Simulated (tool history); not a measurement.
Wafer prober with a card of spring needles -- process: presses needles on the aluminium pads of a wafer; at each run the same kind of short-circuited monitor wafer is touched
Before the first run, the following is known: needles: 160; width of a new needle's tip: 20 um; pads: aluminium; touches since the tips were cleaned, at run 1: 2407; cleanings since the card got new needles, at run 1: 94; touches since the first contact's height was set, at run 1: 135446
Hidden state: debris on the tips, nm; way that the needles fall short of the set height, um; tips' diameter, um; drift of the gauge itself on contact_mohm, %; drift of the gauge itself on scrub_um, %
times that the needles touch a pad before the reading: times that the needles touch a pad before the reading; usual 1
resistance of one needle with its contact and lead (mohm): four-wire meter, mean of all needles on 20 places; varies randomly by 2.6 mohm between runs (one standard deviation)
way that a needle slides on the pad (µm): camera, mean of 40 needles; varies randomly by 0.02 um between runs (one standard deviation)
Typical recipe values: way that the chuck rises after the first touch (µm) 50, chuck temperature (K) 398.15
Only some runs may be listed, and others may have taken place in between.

run,hour,way that the chuck rises after the first touch (µm),chuck temperature (K),times that the needles touch a pad before the reading,touches since the tips were cleaned,cleanings since the card got new needles,touches since the first contact's height was set,resistance of one needle with its contact and lead (mohm),way that a needle slides on the pad (µm)
1,0.0,50,398.15,1,2407,94,135446,298,6.08
# hour 1.1: tips cleaned on abrasive film
# hour 5.3: tips cleaned on abrasive film
# hour 10.5: tips cleaned on abrasive film
# hour 14.6: tips cleaned on abrasive film
# hour 19.8: tips cleaned on abrasive film
# hour 24.0: tips cleaned on abrasive film
# hour 25.3: height of the first contact set anew
# hour 28.5: tips cleaned on abrasive film
# hour 33.7: tips cleaned on abrasive film
# hour 37.8: tips cleaned on abrasive film
# hour 42.0: tips cleaned on abrasive film
# hour 46.2: tips cleaned on abrasive film
# hour 51.4: tips cleaned on abrasive film
# hour 56.5: tips cleaned on abrasive film
# hour 60.7: tips cleaned on abrasive film
# hour 65.9: tips cleaned on abrasive film
# hour 71.1: tips cleaned on abrasive film
# hour 75.3: tips cleaned on abrasive film
2,75.7,50,398.15,1,273,111,32045,300,6.08
# hour 79.8: tips cleaned on abrasive film
# hour 85.0: tips cleaned on abrasive film
# hour 90.2: tips cleaned on abrasive film
# hour 95.4: tips cleaned on abrasive film
# hour 99.6: tips cleaned on abrasive film
# hour 104.8: tips cleaned on abrasive film
# hour 108.9: tips cleaned on abrasive film
# hour 114.1: tips cleaned on abrasive film
# hour 119.3: tips cleaned on abrasive film
# hour 123.5: tips cleaned on abrasive film
# hour 128.7: tips cleaned on abrasive film
# hour 133.9: tips cleaned on abrasive film
# hour 139.0: tips cleaned on abrasive film
# hour 144.2: tips cleaned on abrasive film
# hour 149.4: tips cleaned on abrasive film
# hour 154.6: tips cleaned on abrasive film
# hour 158.8: tips cleaned on abrasive film
# hour 163.8: tips cleaned on abrasive film
3,163.8,50,398.15,1,0,129,88214,302,6.11
# hour 168.0: tips cleaned on abrasive film
# hour 173.2: tips cleaned on abrasive film
# hour 178.4: tips cleaned on abrasive film
# hour 182.5: tips cleaned on abrasive film
# hour 187.7: tips cleaned on abrasive film
# hour 191.9: tips cleaned on abrasive film
# hour 197.1: tips cleaned on abrasive film
# hour 202.3: tips cleaned on abrasive film
# hour 207.4: tips cleaned on abrasive film
# hour 211.6: tips cleaned on abrasive film
# hour 215.8: tips cleaned on abrasive film
# hour 221.0: tips cleaned on abrasive film
# hour 226.2: tips cleaned on abrasive film
# hour 230.3: tips cleaned on abrasive film
# hour 234.5: tips cleaned on abrasive film
# hour 239.7: tips cleaned on abrasive film
# hour 243.9: tips cleaned on abrasive film
# hour 249.0: tips cleaned on abrasive film
4,249.0,50,398.15,1,0,147,142467,296,6.09
# hour 254.2: tips cleaned on abrasive film
# hour 259.4: tips cleaned on abrasive film
# hour 263.8: height of the first contact set anew
# hour 264.9: tips cleaned on abrasive film
# hour 269.0: tips cleaned on abrasive film
# hour 273.2: tips cleaned on abrasive film
# hour 277.4: tips cleaned on abrasive film
# hour 282.6: tips cleaned on abrasive film
# hour 286.7: tips cleaned on abrasive film
# hour 291.9: tips cleaned on abrasive film
# hour 296.1: tips cleaned on abrasive film
# hour 301.3: tips cleaned on abrasive film
# hour 305.4: tips cleaned on abrasive film
# hour 310.6: tips cleaned on abrasive film
# hour 314.8: tips cleaned on abrasive film
# hour 319.0: tips cleaned on abrasive film
# hour 324.2: tips cleaned on abrasive film
# hour 328.3: tips cleaned on abrasive film
5,330.1,50,398.15,1,1140,164,42177,298,6.08
# hour 333.2: tips cleaned on abrasive film
# hour 337.4: tips cleaned on abrasive film
# hour 342.6: tips cleaned on abrasive film
# hour 347.8: tips cleaned on abrasive film
# hour 351.9: tips cleaned on abrasive film
# hour 356.1: tips cleaned on abrasive film
# hour 361.3: tips cleaned on abrasive film
# hour 365.5: tips cleaned on abrasive film
6,367.0,50,398.15,1,963,172,65644,296,6.05
# hour 370.1: tips cleaned on abrasive film
# hour 375.3: tips cleaned on abrasive film
# hour 380.5: tips cleaned on abrasive film
# hour 384.7: tips cleaned on abrasive film
# hour 389.8: tips cleaned on abrasive film
# hour 395.0: tips cleaned on abrasive film
# hour 400.2: tips cleaned on abrasive film
# hour 405.4: tips cleaned on abrasive film
# hour 410.6: tips cleaned on abrasive film
# hour 415.8: tips cleaned on abrasive film
# hour 421.0: tips cleaned on abrasive film
# hour 426.2: tips cleaned on abrasive film
# hour 430.3: tips cleaned on abrasive film
# hour 435.5: tips cleaned on abrasive film
# hour 439.7: tips cleaned on abrasive film
7,440.3,50,398.15,1,438,187,112416,296,6.03
# hour 444.5: tips cleaned on abrasive film
# hour 449.7: tips cleaned on abrasive film
# hour 454.9: tips cleaned on abrasive film
# hour 460.1: tips cleaned on abrasive film
# hour 464.3: tips cleaned on abrasive film
# hour 469.4: tips cleaned on abrasive film
# hour 474.6: tips cleaned on abrasive film
# hour 478.8: tips cleaned on abrasive film
# hour 484.0: tips cleaned on abrasive film
# hour 488.2: tips cleaned on abrasive film
# hour 492.3: tips cleaned on abrasive film
8,492.3,30,301.15,1,14,198,145525,275,3.65
# hour 496.6: tips cleaned on abrasive film
# hour 501.7: tips cleaned on abrasive film
# hour 502.0: height of the first contact set anew
# hour 507.2: tips cleaned on abrasive film
# hour 512.4: tips cleaned on abrasive film
# hour 516.6: tips cleaned on abrasive film
# hour 520.8: tips cleaned on abrasive film
# hour 525.9: tips cleaned on abrasive film
# hour 530.1: tips cleaned on abrasive film
9,531.6,40,304.15,1,973,206,18844,277,4.86
# hour 534.8: tips cleaned on abrasive film
# hour 539.9: tips cleaned on abrasive film
# hour 545.1: tips cleaned on abrasive film
# hour 550.3: tips cleaned on abrasive film
# hour 555.5: tips cleaned on abrasive film
# hour 560.7: tips cleaned on abrasive film
# hour 565.9: tips cleaned on abrasive film
# hour 570.1: tips cleaned on abrasive film
# hour 575.2: tips cleaned on abrasive film
# hour 579.4: tips cleaned on abrasive film
# hour 584.6: tips cleaned on abrasive film
# hour 589.8: tips cleaned on abrasive film
# hour 595.0: tips cleaned on abrasive film
# hour 600.2: tips cleaned on abrasive film
10,600.6,40,304.15,1,262,220,62791,272,4.85
# hour 604.7: tips cleaned on abrasive film
# hour 609.9: tips cleaned on abrasive film
# hour 615.1: tips cleaned on abrasive film
# hour 619.3: tips cleaned on abrasive film
# hour 623.4: tips cleaned on abrasive film
# hour 628.6: tips cleaned on abrasive film
# hour 633.8: tips cleaned on abrasive film
# hour 638.0: tips cleaned on abrasive film
# hour 642.2: tips cleaned on abrasive film
# hour 647.3: tips cleaned on abrasive film
11,650.2,50,398.15,2,1838,230,94412,298,6.06
# hour 652.3: tips cleaned on abrasive film
# hour 656.5: tips cleaned on abrasive film
# hour 660.6: tips cleaned on abrasive film
# hour 665.8: tips cleaned on abrasive film
# hour 670.0: tips cleaned on abrasive film
# hour 674.2: tips cleaned on abrasive film
# hour 679.4: tips cleaned on abrasive film
# hour 683.5: tips cleaned on abrasive film
# hour 688.7: tips cleaned on abrasive film
# hour 693.9: tips cleaned on abrasive film
# hour 699.1: tips cleaned on abrasive film
# hour 704.3: tips cleaned on abrasive film
# hour 709.5: tips cleaned on abrasive film
# hour 714.6: tips cleaned on abrasive film
# hour 719.8: tips cleaned on abrasive film
12,721.6,32,353.15,1,1175,245,139934,295,3.84
# hour 724.8: tips cleaned on abrasive film
# hour 730.0: tips cleaned on abrasive film
# hour 734.1: tips cleaned on abrasive film
# hour 738.3: tips cleaned on abrasive film
# hour 739.6: height of the first contact set anew
# hour 743.8: tips cleaned on abrasive film
# hour 749.0: tips cleaned on abrasive film
# hour 753.2: tips cleaned on abrasive film
# hour 757.3: tips cleaned on abrasive film
# hour 762.5: tips cleaned on abrasive film
# hour 766.7: tips cleaned on abrasive film
# hour 771.9: tips cleaned on abrasive film
# hour 776.0: tips cleaned on abrasive film
# hour 781.2: tips cleaned on abrasive film
# hour 785.4: tips cleaned on abrasive film
# hour 789.6: tips cleaned on abrasive film
# hour 794.8: tips cleaned on abrasive film
# hour 798.9: tips cleaned on abrasive film
13,801.8,32,319.15,1,1877,262,39604,283,3.85
# hour 803.9: tips cleaned on abrasive film
# hour 808.1: tips cleaned on abrasive film
# hour 813.3: tips cleaned on abrasive film
# hour 817.5: tips cleaned on abrasive film
# hour 822.7: tips cleaned on abrasive film
# hour 826.8: tips cleaned on abrasive film
# hour 832.0: tips cleaned on abrasive film
# hour 837.2: tips cleaned on abrasive film
# hour 842.4: tips cleaned on abrasive film
# hour 846.6: tips cleaned on abrasive film
14,848.3,32,319.15,1,1152,272,69218,285,3.89

Branching from run 14: 3 alternative next runs. What would each branch give?
# hour 851.5: tips cleaned on abrasive film
# hour 855.7: tips cleaned on abrasive film
# hour 860.8: tips cleaned on abrasive film
# hour 866.0: tips cleaned on abrasive film
# hour 870.2: tips cleaned on abrasive film
# hour 874.4: tips cleaned on abrasive film
# hour 879.6: tips cleaned on abrasive film
# hour 883.7: tips cleaned on abrasive film
# hour 888.9: tips cleaned on abrasive film
# hour 894.1: tips cleaned on abrasive film
# hour 898.3: tips cleaned on abrasive film
# hour 903.5: tips cleaned on abrasive film
# hour 907.6: tips cleaned on abrasive film
# hour 912.8: tips cleaned on abrasive film
# hour 918.0: tips cleaned on abrasive film
A,920.7,40,398.15,1,1755,287,115320,?,?
# hour 851.5: tips cleaned on abrasive film
# hour 855.7: tips cleaned on abrasive film
# hour 860.8: tips cleaned on abrasive film
# hour 866.0: tips cleaned on abrasive film
# hour 870.2: tips cleaned on abrasive film
# hour 874.4: tips cleaned on abrasive film
# hour 879.6: tips cleaned on abrasive film
# hour 883.7: tips cleaned on abrasive film
# hour 888.9: tips cleaned on abrasive film
# hour 894.1: tips cleaned on abrasive film
# hour 898.3: tips cleaned on abrasive film
# hour 903.5: tips cleaned on abrasive film
# hour 907.6: tips cleaned on abrasive film
# hour 912.8: tips cleaned on abrasive film
# hour 918.0: tips cleaned on abrasive film
B,920.7,69,299.15,2,1755,287,115320,?,?
# hour 851.5: tips cleaned on abrasive film
# hour 855.7: tips cleaned on abrasive film
# hour 860.8: tips cleaned on abrasive film
# hour 866.0: tips cleaned on abrasive film
# hour 870.2: tips cleaned on abrasive film
# hour 874.4: tips cleaned on abrasive film
# hour 879.6: tips cleaned on abrasive film
# hour 883.7: tips cleaned on abrasive film
# hour 888.9: tips cleaned on abrasive film
# hour 894.1: tips cleaned on abrasive film
# hour 898.3: tips cleaned on abrasive film
# hour 903.5: tips cleaned on abrasive film
# hour 907.6: tips cleaned on abrasive film
# hour 912.8: tips cleaned on abrasive film
# hour 918.0: tips cleaned on abrasive film
C,920.7,32,334.15,2,1755,287,115320,?,?

run,resistance of one needle with its contact and lead (mohm),way that a needle slides on the pad (µm)
A,305,4.83
B,261,8.36
C,286,3.85
Without the tool's unlogged condition, the same runs would have read:
run,resistance of one needle with its contact and lead (mohm),way that a needle slides on the pad (µm)
A,304,4.87
B,261,8.44
C,285,3.89
